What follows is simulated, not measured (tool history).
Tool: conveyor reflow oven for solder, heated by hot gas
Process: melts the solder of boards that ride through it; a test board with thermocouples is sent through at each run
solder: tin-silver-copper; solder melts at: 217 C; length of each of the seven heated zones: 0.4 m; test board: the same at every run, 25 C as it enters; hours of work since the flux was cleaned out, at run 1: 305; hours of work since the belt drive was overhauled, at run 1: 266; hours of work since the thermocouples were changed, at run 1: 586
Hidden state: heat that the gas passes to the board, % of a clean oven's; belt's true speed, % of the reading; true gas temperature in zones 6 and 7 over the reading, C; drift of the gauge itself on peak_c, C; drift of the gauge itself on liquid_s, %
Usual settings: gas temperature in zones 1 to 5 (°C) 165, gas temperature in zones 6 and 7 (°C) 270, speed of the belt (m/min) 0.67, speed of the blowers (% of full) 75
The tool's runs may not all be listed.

run,hour,gas temperature in zones 1 to 5 (°C),gas temperature in zones 6 and 7 (°C),speed of the belt (m/min),speed of the blowers (% of full),hours of work since the flux was cleaned out,hours of work since the belt drive was overhauled,hours of work since the thermocouples were changed,highest temperature of the board (°C),time above the solder's melting point (s)
1,0,165,270,0.67,75,305,266,586,245.6,43.3
2,10.7,165,270,0.67,75,311,273,593,245.4,42.7
3,19.5,165,270,0.67,75,317,278,598,245.2,43.8
4,25.7,165,270,0.67,70,321,282,602,244.5,41.8
5,36,173,270,0.67,75,327,289,609,247.2,48.3
6,43,173,270,0.67,75,331,293,613,246.8,47.4
7,49.1,165,270,0.67,58,335,297,617,240.7,38.7
8,54.9,165,270,0.67,58,339,300,621,240.8,38.4
9,62,165,270,0.67,58,343,305,625,241.5,38
10,67.4,165,270,0.67,75,347,308,628,244.8,43.8
11,76.5,165,275,0.749,58,352,314,634,238.4,31.8
12,87.3,165,270,0.58,77,359,321,641,250.7,56.6
13,98.7,160,284,0.67,75,366,328,648,255.2,49.4
14,104.8,160,258,0.674,53,370,332,652,227.9,21.1
15,116.1,176,276,0.696,75,377,339,659,250.4,49.6
16,123,165,270,0.612,88,381,343,663,251.1,52.6
17,128.5,165,266,0.73,75,385,346,667,238.2,31.7
18,139.8,165,266,0.73,75,392,353,674,236.9,32
19,147.7,165,266,0.73,75,397,358,678,237.6,31

The same runs without the tool's hidden state, with the same run-to-run variation:
run,highest temperature of the board (°C),time above the solder's melting point (s)
1,249.1,46.9
2,248.9,46.4
3,248.8,47.6
4,248.1,45.7
5,250.6,51.8
6,250.2,50.9
7,244.3,42.9
8,244.5,42.7
9,245.2,42.3
10,248.8,48
11,242.8,36.6
12,254.1,60.1
13,260,53
14,231.6,27.2
15,254.6,53.3
16,255.1,56.5
17,243,37.3
18,241.8,37.8
19,242.6,36.8
